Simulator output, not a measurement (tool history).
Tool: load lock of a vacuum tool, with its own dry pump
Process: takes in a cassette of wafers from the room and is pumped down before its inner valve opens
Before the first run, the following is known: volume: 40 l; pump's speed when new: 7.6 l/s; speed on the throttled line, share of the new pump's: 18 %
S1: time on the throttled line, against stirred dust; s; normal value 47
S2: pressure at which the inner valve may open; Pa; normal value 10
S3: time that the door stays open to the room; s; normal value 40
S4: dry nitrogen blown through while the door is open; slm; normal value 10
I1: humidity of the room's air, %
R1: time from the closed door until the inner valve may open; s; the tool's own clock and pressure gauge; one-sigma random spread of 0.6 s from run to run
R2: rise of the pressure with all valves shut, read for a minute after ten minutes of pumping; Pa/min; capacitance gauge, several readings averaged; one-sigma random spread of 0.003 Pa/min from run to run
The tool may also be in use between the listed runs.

run    hour  S1  S2  S3  S4    I1    R1     R2
  1       0  47  10  40  10    42  87.8  0.029
  2   375.7  47  10  40  44  43.1  86.2  0.008
  3   575.2  47  10  40   5  43.8  87.5  0.036
  4   973.3  47  10  40   5  46.7  87.4  0.036
  5  1225.2  47  10  40   5  46.4  87.1  0.039
  6  1556.7  44  10  40  10  46.6  84.4  0.028
  7  1844.7  47  10  40  13  45.2  87.4  0.024
  8  2204.9  47  10  40  13  41.4  86.8  0.023
  9  2578.6  47  10  40  10  45.9  87.2  0.028
 10    2764  27  10  40  10  44.3  70.8  0.028
 11  3036.7  34  10  40  10  46.1  76.6  0.033

Forecast run 12:
 12  3236.7  34  10  40  10  43.7   ?   ?

R1: 76.6 s
R2: 0.024 Pa/min
Without the tool's hidden state the same run would have given R1 76.6 s, R2 0.024 Pa/min.
